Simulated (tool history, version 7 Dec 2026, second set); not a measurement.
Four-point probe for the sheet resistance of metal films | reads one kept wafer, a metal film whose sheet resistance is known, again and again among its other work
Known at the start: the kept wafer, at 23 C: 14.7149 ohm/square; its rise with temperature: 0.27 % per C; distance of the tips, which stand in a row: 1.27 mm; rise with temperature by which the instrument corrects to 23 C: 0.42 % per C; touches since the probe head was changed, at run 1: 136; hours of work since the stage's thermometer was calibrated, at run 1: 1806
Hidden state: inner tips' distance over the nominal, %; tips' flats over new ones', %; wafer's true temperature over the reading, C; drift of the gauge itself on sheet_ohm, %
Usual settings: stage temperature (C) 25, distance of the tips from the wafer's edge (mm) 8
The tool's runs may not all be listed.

run    day  stage temperature (C)  distance of the tips from the wafer's edge (mm)  touches since the probe head was changed  hours of work since the stage's thermometer was calibrated  sheet resistance as the instrument gives it (ohm/square)
  1  0.000                     25                                                8                                       136                                                        1806                                                 14.921858
  2  0.608                     25                                                8                                       271                                                        1812                                                 14.928553
  3  1.262                     25                                               19                                       415                                                        1818                                                 14.764172
  4  1.771                     25                                               19                                       528                                                        1823                                                 14.765891
  5  2.433                     25                                               19                                       674                                                        1829                                                 14.763564
  6  2.792                     22                                               19                                       754                                                        1833                                                 14.830972
  7  3.212                     22                                               19                                       847                                                        1837                                                 14.829183
  8  3.554                     22                                               19                                       923                                                        1840                                                 14.829851
  9  4.092                     22                                                4                                      1041                                                        1845                                                 15.550414
 10  4.542                     24                                                4                                      1141                                                        1850                                                 15.507800
 11  5.133                     23                                               12                                      1272                                                        1856                                                 14.863548
 12  5.512                     23                                               12                                      1355                                                        1859                                                 14.861932
 13  5.862                     23                                               12                                      1433                                                        1863                                                 14.861516
 14  6.525                     26                                               62                                      1580                                                        1869                                                 14.711331
 15  7.158                     26                                               62                                      1720                                                        1875                                                 14.708064
 16  7.692                     26                                               62                                      1838                                                        1880                                                 14.716314
 17  8.142                     32                                               46                                      1937                                                        1885                                                 14.595448
 18  8.496                     24                                                6                                      2016                                                        1888                                                 15.098264

Some steps in sheet resistance as the instrument gives it (ohm/square) between neighbouring runs. How much of each would the tool show without its hidden state too (settings, what came in, random variation), and how much is left for the hidden state, with any gauge scatter that isn't in both results?
Run 8 -> 9: distance of the tips from the wafer's edge (mm) 19 -> 4. sheet resistance as the instrument gives it (ohm/square) +0.720563: hidden state +0.002792, all else +0.717771.

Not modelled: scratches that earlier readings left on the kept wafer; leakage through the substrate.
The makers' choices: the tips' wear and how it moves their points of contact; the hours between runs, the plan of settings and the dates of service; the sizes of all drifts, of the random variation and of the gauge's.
